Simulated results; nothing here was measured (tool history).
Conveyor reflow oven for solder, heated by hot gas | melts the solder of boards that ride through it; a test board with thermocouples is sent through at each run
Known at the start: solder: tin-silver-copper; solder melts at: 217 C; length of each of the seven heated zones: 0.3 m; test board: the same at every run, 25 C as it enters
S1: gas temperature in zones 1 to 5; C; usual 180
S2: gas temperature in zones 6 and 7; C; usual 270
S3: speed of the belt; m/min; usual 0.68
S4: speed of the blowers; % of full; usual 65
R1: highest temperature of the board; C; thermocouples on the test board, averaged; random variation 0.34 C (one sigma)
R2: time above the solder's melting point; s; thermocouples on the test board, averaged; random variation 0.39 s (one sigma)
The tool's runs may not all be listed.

run	hour	S1	S2	S3	S4	R1	R2
1	0	180	270	0.68	65	248.7	38.2
2	15.3	180	270	0.68	65	248.8	38.9
3	28.2	180	270	0.68	65	248.9	39.2
4	55.2	180	270	0.68	65	248.8	38.7
5	67.5	180	270	0.68	65	248.7	38.6
6	92.9	180	270	0.68	65	249.1	38.6
7	120	180	270	0.68	65	249.1	38.5
8	147.7	180	270	0.68	65	249.1	38.3
9	175.2	180	260	0.68	65	240.9	32.9
# hour 191.5: flux residue cleaned out of gas plates and filters
10	202.4	180	270	0.68	65	249.6	39.8
11	227.1	180	270	0.68	72	251.9	40.2
12	247.8	180	270	0.68	72	251.5	40.8
13	273.8	180	270	0.68	82	254	41.7
14	288.2	180	270	0.68	82	253.8	41.5
15	305.6	180	270	0.68	82	253	41.4
16	327.2	180	270	0.68	82	252.4	42.1
17	344.1	180	270	0.68	82	252.7	41.7
18	355.3	180	270	0.68	82	252.6	41.6
19	380.7	169	275	0.708	70	250.9	35.7
20	401	189	275	0.761	70	251.8	38.7
21	423.3	173	267	0.682	67	245.5	34.8
22	441.4	173	267	0.682	67	245.5	34.7
23	469	180	282	0.558	81	269.2	60.4
24	480.9	180	262	0.68	65	242.8	34.7
# hour 496.2: flux residue cleaned out of gas plates and filters
25	500.2	191	270	0.579	51	253.5	52.7
26	527.6	173	274	0.727	88	255	38.7
27	539.9	172	282	0.68	65	258.5	42.2
28	558	172	282	0.68	65	258	41.3
29	571.2	172	276	0.68	77	256.1	41
30	593.2	172	276	0.68	77	255.5	41

Forecast each of these 5 alternatives for the next run:
A	604.9	180	275	0.68	65	?	?
B	604.9	174	276	0.68	77	?	?
C	604.9	172	276	0.68	76	?	?
D	604.9	180	272	0.62	54	?	?
E	604.9	172	276	0.615	77	?	?

run	R1	R2
A	253.8	42.3
B	256.5	41.9
C	255.4	40.7
D	251.9	44.1
E	260.1	47.7
Without the tool's hidden state the same runs would have given:
run	R1	R2
A	253.1	41
B	255.9	40.7
C	254.7	39.5
D	251.1	42.6
E	259.5	46.3
